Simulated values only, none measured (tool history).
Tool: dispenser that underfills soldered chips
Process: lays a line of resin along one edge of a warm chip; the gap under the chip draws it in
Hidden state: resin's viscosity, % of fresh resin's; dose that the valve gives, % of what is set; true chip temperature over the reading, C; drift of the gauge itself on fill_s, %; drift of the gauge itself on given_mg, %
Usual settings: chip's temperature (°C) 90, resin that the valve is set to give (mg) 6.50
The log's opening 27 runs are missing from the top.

| run | hour | chip's temperature (°C) | resin that the valve is set to give (mg) | hours of work since the syringe was changed | hours of work since the valve was cleaned | hours of work since the stage was calibrated | time until the resin shows at the far edge (s) | resin that the valve gave (mg) |
|---|---|---|---|---|---|---|---|---|
|  | 244.8 | new syringe of resin |
| 28 | 246.5 | 87 | 6.50 | 1 | 77 | 521 | 16.9 | 6.11 |
|  | 253.5 | new syringe of resin |
| 29 | 255.0 | 78 | 5.93 | 1 | 83 | 526 | 22.3 | 5.58 |
|  | 261.9 | new syringe of resin |
| 30 | 268.6 | 78 | 5.93 | 5 | 92 | 535 | 26.9 | 5.55 |
|  | 270.8 | new syringe of resin |
|  | 279.8 | new syringe of resin |
| 31 | 279.8 | 78 | 5.93 | 0 | 99 | 543 | 21.0 | 5.61 |
|  | 288.6 | new syringe of resin |
| 32 | 292.4 | 78 | 5.93 | 3 | 107 | 551 | 23.7 | 5.63 |
|  | 297.7 | new syringe of resin |
| 33 | 301.0 | 78 | 6.50 | 2 | 113 | 557 | 23.3 | 6.11 |
|  | 306.7 | new syringe of resin |
| 34 | 307.9 | 100 | 6.87 | 1 | 117 | 561 | 11.8 | 6.41 |
|  | 315.2 | new syringe of resin |
| 35 | 316.3 | 88 | 5.65 | 1 | 123 | 567 | 16.3 | 5.28 |

Consider 3 possible next runs. They are alternatives, not a sequence: every one starts from the tool as it was left by run 35. What does each give?
|  | 323.8 | new syringe of resin |
|  | 328.0 | dispensing valve cleaned and set on the balance |
| A | 328.0 | 77 | 5.73 | 2 | 0 | 574 | ? | ? |
|  | 323.8 | new syringe of resin |
|  | 328.0 | dispensing valve cleaned and set on the balance |
| B | 328.0 | 82 | 5.65 | 2 | 0 | 574 | ? | ? |
|  | 323.8 | new syringe of resin |
|  | 328.0 | dispensing valve cleaned and set on the balance |
| C | 328.0 | 88 | 6.09 | 2 | 0 | 574 | ? | ? |

| run | time until the resin shows at the far edge (s) | resin that the valve gave (mg) |
|---|---|---|
| A | 23.7 | 5.72 |
| B | 20.5 | 5.67 |
| C | 17.5 | 6.10 |
Stripped of hidden state, with their random variation kept, the same runs would have yielded:
| run | time until the resin shows at the far edge (s) | resin that the valve gave (mg) |
|---|---|---|
| A | 23.4 | 5.71 |
| B | 20.2 | 5.67 |
| C | 17.2 | 6.10 |

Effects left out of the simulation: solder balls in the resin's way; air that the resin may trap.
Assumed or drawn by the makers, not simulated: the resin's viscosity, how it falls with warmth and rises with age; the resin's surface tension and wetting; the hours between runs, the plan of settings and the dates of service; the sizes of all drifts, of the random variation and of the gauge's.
